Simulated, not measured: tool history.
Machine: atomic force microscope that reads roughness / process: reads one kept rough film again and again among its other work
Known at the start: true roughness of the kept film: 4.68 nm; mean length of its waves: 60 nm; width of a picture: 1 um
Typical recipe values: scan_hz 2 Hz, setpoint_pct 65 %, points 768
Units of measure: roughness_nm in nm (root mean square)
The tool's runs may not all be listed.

run,hour,scan_hz,setpoint_pct,points,roughness_nm
1,0,2,65,768,4.356
2,13.6,2,64,768,4.326
3,23.6,2,64,768,4.215
4,31.4,2,64,768,4.204
5,37.5,2,64,768,4.157
6,48.6,2,64,768,4.121
7,58.1,2,64,768,4.069
8,71.8,2,64,768,3.994
9,78.1,2,64,722,3.975
10,93.1,2,64,722,3.885
# hour 104.5: new tip fitted
11,105.2,2,62,722,4.338
12,119.5,2,62,722,4.316
# hour 121.2: height scale calibrated on a step standard
13,131.6,2,62,722,4.192
14,140.1,1.2,62,288,4.21
15,151.3,1.2,62,288,4.153
16,158.4,0.82,79,768,4.08
# hour 164.1: height scale calibrated on a step standard, once more
17,174.6,0.82,79,768,4.049
18,182.8,0.82,89,768,3.962

Branching from run 18: 4 alternative next runs. What would each branch give?
A,193.9,2.12,65,282,?
B,193.9,2.73,83,318,?
C,193.9,2,88,335,?
D,193.9,0.58,89,386,?

run,roughness_nm
A,3.904
B,3.668
C,3.727
D,3.959
With no hidden state in the tool, these same runs would have given:
run,roughness_nm
A,4.354
B,4.089
C,4.155
D,4.414

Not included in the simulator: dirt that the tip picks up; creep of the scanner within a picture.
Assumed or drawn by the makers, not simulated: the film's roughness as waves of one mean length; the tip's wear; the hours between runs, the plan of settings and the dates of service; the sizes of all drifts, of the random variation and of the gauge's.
